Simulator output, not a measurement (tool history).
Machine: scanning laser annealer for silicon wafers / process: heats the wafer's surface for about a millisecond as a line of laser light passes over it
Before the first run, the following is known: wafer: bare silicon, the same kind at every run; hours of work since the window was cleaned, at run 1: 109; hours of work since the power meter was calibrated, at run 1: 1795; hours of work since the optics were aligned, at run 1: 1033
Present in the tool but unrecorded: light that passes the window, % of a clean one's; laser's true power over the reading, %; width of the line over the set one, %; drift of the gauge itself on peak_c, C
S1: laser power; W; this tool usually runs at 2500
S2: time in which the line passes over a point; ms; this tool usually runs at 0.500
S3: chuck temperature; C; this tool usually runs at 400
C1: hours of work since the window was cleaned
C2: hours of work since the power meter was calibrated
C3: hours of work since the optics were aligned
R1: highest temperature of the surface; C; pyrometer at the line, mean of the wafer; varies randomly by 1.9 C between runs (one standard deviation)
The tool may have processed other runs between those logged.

run,day,S1,S2,S3,C1,C2,C3,R1
1,0.000,2500,0.500,400,109,1795,1033,1210
2,3.738,2500,0.480,400,168,1853,1092,1195
3,7.542,2500,0.472,400,227,1913,1151,1189
4,11.117,2500,0.472,400,283,1969,1207,1189
# day 12.533: optics aligned, line set to its width
5,13.488,2500,0.462,400,317,2003,15,1185
6,16.192,2500,0.462,400,360,2045,57,1184
7,19.179,2500,0.462,400,407,2092,104,1181
8,22.454,2500,0.462,400,458,2143,155,1182
9,25.679,2500,0.588,400,508,2194,206,1266
10,28.658,2500,0.500,400,555,2240,253,1209
11,31.138,2693,0.500,400,594,2279,291,1294
12,33.100,2500,0.500,400,625,2310,322,1208
# day 33.417: window over the wafer cleaned
13,34.900,2500,0.500,440,23,2337,349,1251
14,38.417,2500,0.500,440,78,2392,404,1248
15,40.592,2500,0.592,400,112,2426,438,1270
16,42.408,2500,0.500,400,141,2455,467,1210
17,45.962,2500,0.500,400,197,2510,522,1209
18,48.633,2500,0.500,400,238,2552,564,1209
19,50.646,2343,0.500,400,270,2584,596,1147
20,52.446,2343,0.500,400,298,2612,624,1146
21,54.262,2341,0.500,383,327,2640,653,1131
22,57.071,2341,0.374,367,371,2684,697,1023
23,59.038,2688,0.500,372,401,2715,727,1260
24,62.838,2500,0.500,424,461,2775,787,1238
25,66.346,2500,0.500,424,516,2830,842,1234
26,69.296,2657,0.500,371,562,2876,888,1247
27,72.638,2712,0.353,371,615,2928,940,1146
# day 73.733: window over the wafer cleaned
28,74.725,2692,0.353,371,16,2960,972,1140
29,77.208,2530,0.530,400,54,2998,1011,1244
30,79.933,2212,0.353,372,97,3041,1053,969
31,83.408,2389,0.353,388,152,3096,1108,1044

The next listed run, before its measurement:
32,86.150,2500,0.462,400,195,3139,1151,?

Run 32 came out at R1 1185 C.
Take away the tool's hidden state, keep the run-to-run variation as it was, and the same run would have given R1 1185 C.
